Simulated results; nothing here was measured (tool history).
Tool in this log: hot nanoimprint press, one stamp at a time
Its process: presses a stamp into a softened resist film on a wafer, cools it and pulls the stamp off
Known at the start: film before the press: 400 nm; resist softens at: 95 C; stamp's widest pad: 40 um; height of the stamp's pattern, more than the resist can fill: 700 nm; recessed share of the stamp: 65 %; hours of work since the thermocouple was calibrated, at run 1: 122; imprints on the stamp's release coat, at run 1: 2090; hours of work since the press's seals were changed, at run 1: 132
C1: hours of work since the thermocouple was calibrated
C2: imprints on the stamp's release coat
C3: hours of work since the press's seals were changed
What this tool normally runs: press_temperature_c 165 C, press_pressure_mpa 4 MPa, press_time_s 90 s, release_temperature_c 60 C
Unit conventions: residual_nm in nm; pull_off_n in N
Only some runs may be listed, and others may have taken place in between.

{"run": 1, "hour": 0.0, "press_temperature_c": 165, "press_pressure_mpa": 4, "press_time_s": 90, "release_temperature_c": 60, "C1": 122, "C2": 2090, "C3": 132, "residual_nm": 183.5, "pull_off_n": 296}
{"run": 2, "hour": 8.7, "press_temperature_c": 165, "press_pressure_mpa": 4, "press_time_s": 90, "release_temperature_c": 60, "C1": 126, "C2": 2106, "C3": 136, "residual_nm": 184.1, "pull_off_n": 301}
{"run": 3, "hour": 20.2, "press_temperature_c": 165, "press_pressure_mpa": 4, "press_time_s": 90, "release_temperature_c": 60, "C1": 131, "C2": 2128, "C3": 141, "residual_nm": 183.6, "pull_off_n": 296}
{"run": 4, "hour": 28.4, "press_temperature_c": 165, "press_pressure_mpa": 4, "press_time_s": 90, "release_temperature_c": 60, "C1": 135, "C2": 2144, "C3": 145, "residual_nm": 184.9, "pull_off_n": 305}
{"run": 5, "hour": 40.7, "press_temperature_c": 165, "press_pressure_mpa": 4, "press_time_s": 90, "release_temperature_c": 60, "C1": 141, "C2": 2168, "C3": 150, "residual_nm": 183.9, "pull_off_n": 299}
{"run": 6, "hour": 52.5, "press_temperature_c": 165, "press_pressure_mpa": 4, "press_time_s": 90, "release_temperature_c": 60, "C1": 146, "C2": 2190, "C3": 156, "residual_nm": 182.9, "pull_off_n": 312}
{"hour": 66.6, "done": "stamp cleaned and given a new release coat"}
{"run": 7, "hour": 67.8, "press_temperature_c": 165, "press_pressure_mpa": 4, "press_time_s": 71, "release_temperature_c": 60, "C1": 150, "C2": 2, "C3": 160, "residual_nm": 200.2, "pull_off_n": 137}
{"run": 8, "hour": 78.0, "press_temperature_c": 165, "press_pressure_mpa": 3.52, "press_time_s": 71, "release_temperature_c": 47, "C1": 155, "C2": 22, "C3": 165, "residual_nm": 211.2, "pull_off_n": 180}
{"run": 9, "hour": 89.8, "press_temperature_c": 168, "press_pressure_mpa": 6.2, "press_time_s": 173, "release_temperature_c": 59, "C1": 160, "C2": 45, "C3": 170, "residual_nm": 99.3, "pull_off_n": 146}
{"hour": 93.8, "done": "plate thermocouple calibrated"}
{"run": 10, "hour": 106.4, "press_temperature_c": 154, "press_pressure_mpa": 5.07, "press_time_s": 173, "release_temperature_c": 52, "C1": 6, "C2": 71, "C3": 176, "residual_nm": 211.6, "pull_off_n": 170}
{"run": 11, "hour": 114.3, "press_temperature_c": 165, "press_pressure_mpa": 4, "press_time_s": 90, "release_temperature_c": 56, "C1": 9, "C2": 86, "C3": 180, "residual_nm": 182.1, "pull_off_n": 157}
{"run": 12, "hour": 123.5, "press_temperature_c": 168, "press_pressure_mpa": 6.11, "press_time_s": 119, "release_temperature_c": 58, "C1": 14, "C2": 104, "C3": 184, "residual_nm": 117.2, "pull_off_n": 148}
{"run": 13, "hour": 131.9, "press_temperature_c": 160, "press_pressure_mpa": 2.56, "press_time_s": 119, "release_temperature_c": 58, "C1": 17, "C2": 120, "C3": 188, "residual_nm": 241.2, "pull_off_n": 147}
{"hour": 140.5, "done": "plate thermocouple calibrated, once more"}
{"run": 14, "hour": 142.6, "press_temperature_c": 160, "press_pressure_mpa": 2.56, "press_time_s": 119, "release_temperature_c": 58, "C1": 1, "C2": 135, "C3": 192, "residual_nm": 244, "pull_off_n": 155}

Alternative continuations, all from the tool just after run 14; predict every row:
{"run": "A", "hour": 150.0, "press_temperature_c": 160, "press_pressure_mpa": 5.25, "press_time_s": 106, "release_temperature_c": 67, "C1": 4, "C2": 149, "C3": 195, "residual_nm": "?", "pull_off_n": "?"}
{"run": "B", "hour": 150.0, "press_temperature_c": 155, "press_pressure_mpa": 5, "press_time_s": 83, "release_temperature_c": 58, "C1": 4, "C2": 149, "C3": 195, "residual_nm": "?", "pull_off_n": "?"}
{"run": "C", "hour": 150.0, "press_temperature_c": 156, "press_pressure_mpa": 2.56, "press_time_s": 96, "release_temperature_c": 46, "C1": 4, "C2": 149, "C3": 195, "residual_nm": "?", "pull_off_n": "?"}
{"run": "D", "hour": 150.0, "press_temperature_c": 166, "press_pressure_mpa": 4, "press_time_s": 90, "release_temperature_c": 56, "C1": 4, "C2": 149, "C3": 195, "residual_nm": "?", "pull_off_n": "?"}
{"run": "E", "hour": 150.0, "press_temperature_c": 176, "press_pressure_mpa": 6.06, "press_time_s": 119, "release_temperature_c": 51, "C1": 4, "C2": 149, "C3": 195, "residual_nm": "?", "pull_off_n": "?"}

run=A residual_nm=191.1 pull_off_n=113
run=B residual_nm=262.8 pull_off_n=150
run=C residual_nm=293.8 pull_off_n=195
run=D residual_nm=176.7 pull_off_n=159
run=E residual_nm=83.3 pull_off_n=184
With no hidden state in the tool, these same runs would have given:
run=A residual_nm=191.4 pull_off_n=106
run=B residual_nm=263.2 pull_off_n=140
run=C residual_nm=294.4 pull_off_n=183
run=D residual_nm=177 pull_off_n=149
run=E residual_nm=83.2 pull_off_n=173

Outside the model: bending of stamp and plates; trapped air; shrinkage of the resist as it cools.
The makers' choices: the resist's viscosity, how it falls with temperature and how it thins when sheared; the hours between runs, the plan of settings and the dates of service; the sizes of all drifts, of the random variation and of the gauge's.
